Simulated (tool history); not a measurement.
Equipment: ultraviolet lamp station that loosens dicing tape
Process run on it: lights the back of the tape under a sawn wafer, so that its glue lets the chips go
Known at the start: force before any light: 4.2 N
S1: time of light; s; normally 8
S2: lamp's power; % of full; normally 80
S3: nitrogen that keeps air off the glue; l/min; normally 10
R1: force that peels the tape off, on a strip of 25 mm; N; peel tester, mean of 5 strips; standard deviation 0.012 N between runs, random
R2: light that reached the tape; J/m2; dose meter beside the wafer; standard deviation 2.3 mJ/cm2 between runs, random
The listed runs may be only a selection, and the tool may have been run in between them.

run     day  S1  S2  S3     R1    R2
  1   0.000   8  80  10  0.605  2130
  2   0.612   8  76  10  0.663  1980
  3   1.146   8  76  10  0.672  1950
  4   1.979   8  76  10  0.697  1980
  5   2.496   8  76  10  0.706  1900
  6   3.300   8  65  10  0.902  1640
      3.400  -- window cleaned of glue's vapour
  7   4.404   8  65  10  0.931  1520
  8   5.521   8  80  10  0.788  1830
  9   6.717   8  72  10  0.929  1630
 10   7.483  14  72  10  0.407  2770
 11   8.054  14  72  10  0.424  2760
 12   9.029   8  83  10  0.777  1780
 13   9.696   8  70   6  1.242  1490
     10.396  -- window cleaned of glue's vapour, once more
 14  10.712   8  84   3  1.204  2000
 15  11.721   5  65   3  2.325   940
 16  12.483   5  65   3  2.317   960

Expected results for the next run?
 17  13.646   4  60   4   ?   ?

{"run 17": {"R1": 2.605, "R2": 690}}
Without the tool's hidden state the same run would have given R1 2.262 N, R2 890 J/m2.

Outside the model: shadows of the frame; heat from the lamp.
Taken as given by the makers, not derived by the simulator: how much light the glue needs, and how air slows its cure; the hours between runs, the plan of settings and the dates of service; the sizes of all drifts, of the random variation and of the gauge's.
